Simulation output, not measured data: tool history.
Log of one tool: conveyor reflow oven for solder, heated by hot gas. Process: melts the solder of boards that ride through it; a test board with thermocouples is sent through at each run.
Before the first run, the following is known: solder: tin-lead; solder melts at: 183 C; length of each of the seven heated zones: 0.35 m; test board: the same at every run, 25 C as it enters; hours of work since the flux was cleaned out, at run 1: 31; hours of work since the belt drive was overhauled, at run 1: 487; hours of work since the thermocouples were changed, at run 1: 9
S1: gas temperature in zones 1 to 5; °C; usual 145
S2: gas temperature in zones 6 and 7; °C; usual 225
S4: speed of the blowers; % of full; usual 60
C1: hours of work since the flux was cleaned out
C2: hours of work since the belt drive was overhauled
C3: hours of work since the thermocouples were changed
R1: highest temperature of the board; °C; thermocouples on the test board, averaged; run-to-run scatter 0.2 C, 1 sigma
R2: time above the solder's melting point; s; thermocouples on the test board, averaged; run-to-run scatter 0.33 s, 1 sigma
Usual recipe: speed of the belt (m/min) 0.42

Run 1, hour 0.0: usual settings; C1 31; C2 487; C3 9. Result: R1 209.2 °C, R2 68.6 s.
Run 2, hour 22.3: usual settings; C1 45; C2 501; C3 22. Result: R1 208.7 °C, R2 68.2 s.
Run 3, hour 38.7: usual settings; C1 55; C2 511; C3 33. Result: R1 208.8 °C, R2 68.6 s.
Run 4, hour 57.0: usual settings; C1 66; C2 522; C3 44. Result: R1 208.2 °C, R2 68.8 s.
Run 5, hour 82.5: usual settings; C1 82; C2 537; C3 59. Result: R1 208.8 °C, R2 68.4 s.
Run 6, hour 93.4: usual settings; C1 89; C2 544; C3 66. Result: R1 208.5 °C, R2 68.3 s.
At hour 100.4: flux residue cleaned out of gas plates and filters.
Run 7, hour 111.1: usual settings but S1 139 °C, S4 72 % of full; C1 7; C2 552; C3 74. Result: R1 209.9 °C, R2 68.3 s.

Run 8 has not been measured yet. What should we expect?
Run 8, hour 127.0: usual settings but S1 139 °C, S4 72 % of full; C1 16; C2 562; C3 83. Result: R1 ?, R2 ?.

{"run 8": {"R1": 209.6, "R2": 67.9}}
With the hidden condition absent and the run-to-run variation left alone, this run would have shown R1 209.6 °C, R2 67.2 s.
